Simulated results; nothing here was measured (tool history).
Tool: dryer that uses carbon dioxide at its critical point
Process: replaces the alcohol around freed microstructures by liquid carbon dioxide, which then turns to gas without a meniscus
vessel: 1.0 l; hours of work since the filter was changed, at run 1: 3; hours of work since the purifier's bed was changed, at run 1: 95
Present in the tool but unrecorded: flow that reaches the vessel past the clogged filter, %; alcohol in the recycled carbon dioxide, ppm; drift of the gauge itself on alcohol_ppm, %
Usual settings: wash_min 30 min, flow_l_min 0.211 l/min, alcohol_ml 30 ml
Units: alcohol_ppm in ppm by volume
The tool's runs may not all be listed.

run,hour,wash_min,flow_l_min,alcohol_ml,hours of work since the filter was changed,hours of work since the purifier's bed was changed,alcohol_ppm
1,0.0,30,0.211,30,3,95,370
2,7.0,30,0.211,30,8,100,386
3,14.8,30,0.211,30,13,105,370
4,24.1,30,0.211,30,19,112,383
5,30.1,30,0.307,30,23,116,75
6,38.8,30,0.307,30,29,122,75
7,48.9,30,0.265,30,36,128,148
8,57.6,30,0.265,30,42,134,159
9,67.1,36,0.211,30,48,141,179
10,76.4,30,0.211,119,54,147,1519
11,83.2,30,0.211,30,59,152,390
12,88.8,30,0.211,30,63,155,419
13,95.7,30,0.179,30,68,160,739
14,103.1,30,0.179,30,72,165,736
15,111.1,30,0.211,30,78,170,412
16,120.2,30,0.211,36,84,177,502
17,130.8,32,0.211,30,91,184,328
18,139.3,32,0.211,52,97,189,545
19,145.6,47,0.140,80,101,194,871
20,153.2,19,0.211,30,106,199,1979
21,159.6,19,0.173,30,111,203,3143
22,167.0,43,0.350,56,116,208,35
23,172.0,42,0.350,29,119,212,35
24,181.4,42,0.350,29,125,218,41
25,189.3,40,0.328,30,131,223,37
26,194.4,30,0.265,83,134,227,441
27,201.7,25,0.216,54,139,232,1464
28,210.2,18,0.134,30,145,237,5862

The next listed run, before its measurement:
29,218.6,18,0.134,30,151,243,?

Logged for run 29: alcohol_ppm 5632 ppm by volume.
Without the tool's hidden state the same run would have given alcohol_ppm 5111 ppm by volume.
